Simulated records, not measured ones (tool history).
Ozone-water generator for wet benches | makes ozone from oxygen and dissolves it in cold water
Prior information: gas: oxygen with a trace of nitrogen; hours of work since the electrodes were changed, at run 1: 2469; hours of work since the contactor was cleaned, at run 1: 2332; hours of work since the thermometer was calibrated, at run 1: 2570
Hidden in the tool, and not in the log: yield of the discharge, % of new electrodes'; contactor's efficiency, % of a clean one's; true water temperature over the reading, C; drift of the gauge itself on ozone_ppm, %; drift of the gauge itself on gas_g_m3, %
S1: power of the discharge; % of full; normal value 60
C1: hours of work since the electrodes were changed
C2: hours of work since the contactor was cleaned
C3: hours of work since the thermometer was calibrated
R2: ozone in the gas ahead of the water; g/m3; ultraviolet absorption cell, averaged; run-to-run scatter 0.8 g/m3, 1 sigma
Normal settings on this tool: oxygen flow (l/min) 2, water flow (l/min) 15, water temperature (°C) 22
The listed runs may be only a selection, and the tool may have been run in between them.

{"run": 1, "hour": 0.0, "S1": 60, "oxygen flow (l/min)": 2, "water flow (l/min)": 15, "water temperature (°C)": 22, "C1": 2469, "C2": 2332, "C3": 2570, "dissolved ozone (ppm)": 6.2, "R2": 115.4}
{"run": 2, "hour": 77.6, "S1": 60, "oxygen flow (l/min)": 2, "water flow (l/min)": 15, "water temperature (°C)": 22, "C1": 2537, "C2": 2400, "C3": 2638, "dissolved ozone (ppm)": 6.3, "R2": 116.8}
{"run": 3, "hour": 163.5, "S1": 60, "oxygen flow (l/min)": 2, "water flow (l/min)": 15, "water temperature (°C)": 22, "C1": 2613, "C2": 2476, "C3": 2713, "dissolved ozone (ppm)": 6.3, "R2": 116.6}
{"run": 4, "hour": 247.8, "S1": 87, "oxygen flow (l/min)": 2, "water flow (l/min)": 15, "water temperature (°C)": 22, "C1": 2687, "C2": 2550, "C3": 2787, "dissolved ozone (ppm)": 8.5, "R2": 158.6}
{"run": 5, "hour": 295.4, "S1": 87, "oxygen flow (l/min)": 2, "water flow (l/min)": 15, "water temperature (°C)": 22, "C1": 2728, "C2": 2591, "C3": 2829, "dissolved ozone (ppm)": 8.5, "R2": 159.9}
{"run": 6, "hour": 376.2, "S1": 87, "oxygen flow (l/min)": 2, "water flow (l/min)": 15, "water temperature (°C)": 22, "C1": 2799, "C2": 2662, "C3": 2900, "dissolved ozone (ppm)": 8.5, "R2": 159.6}
{"run": 7, "hour": 415.1, "S1": 87, "oxygen flow (l/min)": 2, "water flow (l/min)": 15, "water temperature (°C)": 22, "C1": 2833, "C2": 2696, "C3": 2934, "dissolved ozone (ppm)": 8.4, "R2": 158.8}
{"run": 8, "hour": 496.5, "S1": 87, "oxygen flow (l/min)": 2, "water flow (l/min)": 15, "water temperature (°C)": 22, "C1": 2905, "C2": 2768, "C3": 3005, "dissolved ozone (ppm)": 8.4, "R2": 157.9}
{"run": 9, "hour": 547.5, "S1": 81, "oxygen flow (l/min)": 2, "water flow (l/min)": 15, "water temperature (°C)": 22, "C1": 2949, "C2": 2812, "C3": 3050, "dissolved ozone (ppm)": 7.7, "R2": 149.3}
{"run": 10, "hour": 593.7, "S1": 60, "oxygen flow (l/min)": 2, "water flow (l/min)": 15, "water temperature (°C)": 22, "C1": 2990, "C2": 2853, "C3": 3091, "dissolved ozone (ppm)": 6.2, "R2": 115.4}
{"run": 11, "hour": 647.7, "S1": 60, "oxygen flow (l/min)": 2, "water flow (l/min)": 15, "water temperature (°C)": 22, "C1": 3037, "C2": 2900, "C3": 3138, "dissolved ozone (ppm)": 6.1, "R2": 116.3}
{"run": 12, "hour": 715.3, "S1": 60, "oxygen flow (l/min)": 2, "water flow (l/min)": 15, "water temperature (°C)": 22, "C1": 3096, "C2": 2959, "C3": 3197, "dissolved ozone (ppm)": 6.2, "R2": 115.2}
{"run": 13, "hour": 785.6, "S1": 60, "oxygen flow (l/min)": 2, "water flow (l/min)": 15, "water temperature (°C)": 22, "C1": 3158, "C2": 3021, "C3": 3259, "dissolved ozone (ppm)": 6, "R2": 115.7}
{"run": 14, "hour": 856.1, "S1": 60, "oxygen flow (l/min)": 2, "water flow (l/min)": 15, "water temperature (°C)": 19, "C1": 3220, "C2": 3083, "C3": 3321, "dissolved ozone (ppm)": 6.3, "R2": 116.8}
{"run": 15, "hour": 926.4, "S1": 60, "oxygen flow (l/min)": 2, "water flow (l/min)": 15, "water temperature (°C)": 19, "C1": 3281, "C2": 3145, "C3": 3382, "dissolved ozone (ppm)": 6.3, "R2": 115.4}
{"hour": 954.0, "done": "water thermometer calibrated"}
{"run": 16, "hour": 969.3, "S1": 60, "oxygen flow (l/min)": 2, "water flow (l/min)": 15, "water temperature (°C)": 19, "C1": 3319, "C2": 3182, "C3": 13, "dissolved ozone (ppm)": 6.3, "R2": 114.5}
{"run": 17, "hour": 1047.7, "S1": 79, "oxygen flow (l/min)": 1.86, "water flow (l/min)": 15, "water temperature (°C)": 22, "C1": 3387, "C2": 3250, "C3": 82, "dissolved ozone (ppm)": 7.7, "R2": 151.3}
{"run": 18, "hour": 1132.9, "S1": 92, "oxygen flow (l/min)": 2.73, "water flow (l/min)": 13, "water temperature (°C)": 25, "C1": 3462, "C2": 3325, "C3": 157, "dissolved ozone (ppm)": 9.8, "R2": 139.3}
{"run": 19, "hour": 1181.9, "S1": 92, "oxygen flow (l/min)": 2.73, "water flow (l/min)": 13, "water temperature (°C)": 25, "C1": 3505, "C2": 3368, "C3": 200, "dissolved ozone (ppm)": 9.8, "R2": 137.9}
{"hour": 1192.2, "done": "contactor cleaned"}
{"run": 20, "hour": 1222.5, "S1": 55, "oxygen flow (l/min)": 2.73, "water flow (l/min)": 14, "water temperature (°C)": 25, "C1": 3537, "C2": 27, "C3": 232, "dissolved ozone (ppm)": 6, "R2": 90.2}
{"run": 21, "hour": 1280.9, "S1": 60, "oxygen flow (l/min)": 2, "water flow (l/min)": 19, "water temperature (°C)": 17, "C1": 3588, "C2": 78, "C3": 283, "dissolved ozone (ppm)": 4.8, "R2": 114.8}
{"run": 22, "hour": 1359.1, "S1": 60, "oxygen flow (l/min)": 2, "water flow (l/min)": 19, "water temperature (°C)": 17, "C1": 3657, "C2": 146, "C3": 352, "dissolved ozone (ppm)": 4.7, "R2": 114.2}
{"hour": 1377.9, "done": "contactor cleaned, once more"}
{"run": 23, "hour": 1399.4, "S1": 86, "oxygen flow (l/min)": 2, "water flow (l/min)": 16, "water temperature (°C)": 27, "C1": 3689, "C2": 19, "C3": 383, "dissolved ozone (ppm)": 7.3, "R2": 153.8}
{"run": 24, "hour": 1485.4, "S1": 42, "oxygen flow (l/min)": 2, "water flow (l/min)": 15, "water temperature (°C)": 19, "C1": 3764, "C2": 94, "C3": 459, "dissolved ozone (ppm)": 4.7, "R2": 84.8}
{"run": 25, "hour": 1554.2, "S1": 60, "oxygen flow (l/min)": 2, "water flow (l/min)": 15, "water temperature (°C)": 27, "C1": 3824, "C2": 155, "C3": 519, "dissolved ozone (ppm)": 5.7, "R2": 115.1}
{"run": 26, "hour": 1623.4, "S1": 60, "oxygen flow (l/min)": 2, "water flow (l/min)": 15, "water temperature (°C)": 27, "C1": 3885, "C2": 215, "C3": 580, "dissolved ozone (ppm)": 5.8, "R2": 113}
{"run": 27, "hour": 1692.7, "S1": 86, "oxygen flow (l/min)": 2, "water flow (l/min)": 16, "water temperature (°C)": 27, "C1": 3946, "C2": 276, "C3": 641, "dissolved ozone (ppm)": 7.2, "R2": 153.2}
{"run": 28, "hour": 1736.8, "S1": 60, "oxygen flow (l/min)": 2, "water flow (l/min)": 23, "water temperature (°C)": 25, "C1": 3984, "C2": 315, "C3": 679, "dissolved ozone (ppm)": 3.6, "R2": 113.4}

Below are 5 alternative next runs, each starting from the tool's condition after run 28. Predict each:
{"run": "A", "hour": 1786.1, "S1": 96, "oxygen flow (l/min)": 1.19, "water flow (l/min)": 18, "water temperature (°C)": 25, "C1": 4028, "C2": 358, "C3": 722, "dissolved ozone (ppm)": "?", "R2": "?"}
{"run": "B", "hour": 1786.1, "S1": 49, "oxygen flow (l/min)": 2.94, "water flow (l/min)": 15, "water temperature (°C)": 15, "C1": 4028, "C2": 358, "C3": 722, "dissolved ozone (ppm)": "?", "R2": "?"}
{"run": "C", "hour": 1786.1, "S1": 78, "oxygen flow (l/min)": 1.39, "water flow (l/min)": 9, "water temperature (°C)": 25, "C1": 4028, "C2": 358, "C3": 722, "dissolved ozone (ppm)": "?", "R2": "?"}
{"run": "D", "hour": 1786.1, "S1": 60, "oxygen flow (l/min)": 2.48, "water flow (l/min)": 23, "water temperature (°C)": 14, "C1": 4028, "C2": 358, "C3": 722, "dissolved ozone (ppm)": "?", "R2": "?"}
{"run": "E", "hour": 1786.1, "S1": 60, "oxygen flow (l/min)": 1.57, "water flow (l/min)": 11, "water temperature (°C)": 25, "C1": 4028, "C2": 358, "C3": 722, "dissolved ozone (ppm)": "?", "R2": "?"}

run=A dissolved_ozone_(ppm)=6.3 R2=218.9
run=B dissolved_ozone_(ppm)=5.8 R2=78.4
run=C dissolved_ozone_(ppm)=11.5 R2=168.7
run=D dissolved_ozone_(ppm)=4.2 R2=100.9
run=E dissolved_ozone_(ppm)=7.9 R2=129.5
What these runs would have given with no unlogged condition in the tool:
run=A dissolved_ozone_(ppm)=7.3 R2=251
run=B dissolved_ozone_(ppm)=6.3 R2=84.5
run=C dissolved_ozone_(ppm)=13 R2=189.8
run=D dissolved_ozone_(ppm)=4.7 R2=110.8
run=E dissolved_ozone_(ppm)=8.7 R2=142.3
